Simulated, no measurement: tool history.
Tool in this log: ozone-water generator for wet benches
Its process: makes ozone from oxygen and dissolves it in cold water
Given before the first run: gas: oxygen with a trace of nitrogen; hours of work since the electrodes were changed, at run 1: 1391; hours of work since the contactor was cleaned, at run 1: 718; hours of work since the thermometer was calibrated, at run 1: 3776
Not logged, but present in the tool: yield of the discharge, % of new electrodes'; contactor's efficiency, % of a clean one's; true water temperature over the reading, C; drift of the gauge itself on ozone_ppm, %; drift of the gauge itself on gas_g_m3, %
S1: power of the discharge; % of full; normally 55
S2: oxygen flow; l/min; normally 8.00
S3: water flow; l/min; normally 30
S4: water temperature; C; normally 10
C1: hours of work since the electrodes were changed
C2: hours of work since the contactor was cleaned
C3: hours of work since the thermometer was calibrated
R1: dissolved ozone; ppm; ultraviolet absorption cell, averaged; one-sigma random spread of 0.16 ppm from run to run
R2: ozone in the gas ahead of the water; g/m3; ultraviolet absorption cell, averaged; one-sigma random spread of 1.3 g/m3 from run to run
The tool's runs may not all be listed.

run	hour	S1	S2	S3	S4	C1	C2	C3	R1	R2
1	0.0	55	8.00	30	10	1391	718	3776	19.7	219.0
2	62.5	55	8.00	30	10	1446	773	3832	19.4	218.6
3	189.7	55	8.00	30	10	1559	886	3944	19.2	218.6
4	324.9	55	8.00	30	10	1678	1005	4064	19.2	216.6
5	462.8	55	8.00	30	13	1800	1127	4185	18.4	214.2
6	599.6	55	8.00	30	10	1921	1248	4306	18.9	213.4
7	729.5	99	8.00	30	10	2036	1363	4421	24.6	286.0
8	875.3	99	8.00	30	10	2165	1491	4550	24.8	281.9
9	1008.9	66	8.00	30	10	2283	1610	4668	20.3	227.7
10	1108.0	66	8.00	30	10	2370	1697	4756	20.2	229.7
11	1194.5	55	8.00	30	10	2447	1774	4832	18.4	211.6
12	1305.0	55	8.00	30	10	2544	1871	4930	18.2	211.2
13	1375.4	55	8.00	30	10	2606	1933	4992	18.2	210.6
14	1523.5	55	8.00	30	10	2737	2064	5123	18.1	208.5
15	1641.2	55	8.00	30	10	2841	2168	5227	18.1	208.3
16	1728.7	55	8.00	30	10	2919	2246	5304	18.1	207.2
# hour 1756.8: water thermometer calibrated
17	1843.3	55	8.65	21	7	3020	2347	76	24.7	200.4
18	1978.1	55	8.65	21	7	3139	2466	196	24.6	199.8
19	2064.1	55	8.65	21	7	3215	2542	272	24.3	199.0
20	2195.4	55	6.86	21	7	3331	2658	388	23.4	216.8
21	2293.4	67	8.54	21	15	3417	2744	474	23.1	216.0
22	2372.8	67	8.54	21	15	3488	2815	544	23.4	213.6
23	2450.3	40	11.96	30	7	3556	2883	613	16.6	147.3
24	2571.9	40	11.96	30	7	3663	2990	720	16.4	146.0
25	2687.1	40	11.96	30	7	3765	3092	822	16.0	145.1
26	2754.2	98	13.79	33	13	3825	3152	881	21.1	204.3
27	2872.1	98	13.79	33	13	3929	3256	986	20.7	203.1
28	2946.0	98	13.79	33	13	3994	3321	1051	20.6	204.1
29	3080.8	98	13.79	33	13	4113	3440	1170	20.6	203.0
30	3221.9	98	7.65	40	12	4238	3565	1295	15.9	254.9
31	3377.1	55	4.71	25	16	4375	3702	1432	15.8	242.0
32	3448.3	62	12.27	29	9	4438	3765	1495	18.9	169.8

Alternative continuations, all from the tool just after run 32; predict every row:
A	3584.5	50	8.00	18	8	4558	3885	1615	?	?
B	3584.5	83	12.27	25	9	4558	3885	1615	?	?
C	3584.5	58	8.00	30	14	4558	3885	1615	?	?
D	3584.5	57	13.63	35	10	4558	3885	1615	?	?

run	R1	R2
A	23.5	184.1
B	23.7	192.1
C	15.6	196.2
D	15.9	157.1
Without the tool's unlogged condition, the same runs would have read:
run	R1	R2
A	29.6	218.7
B	31.6	239.9
C	20.1	236.5
D	20.5	188.8
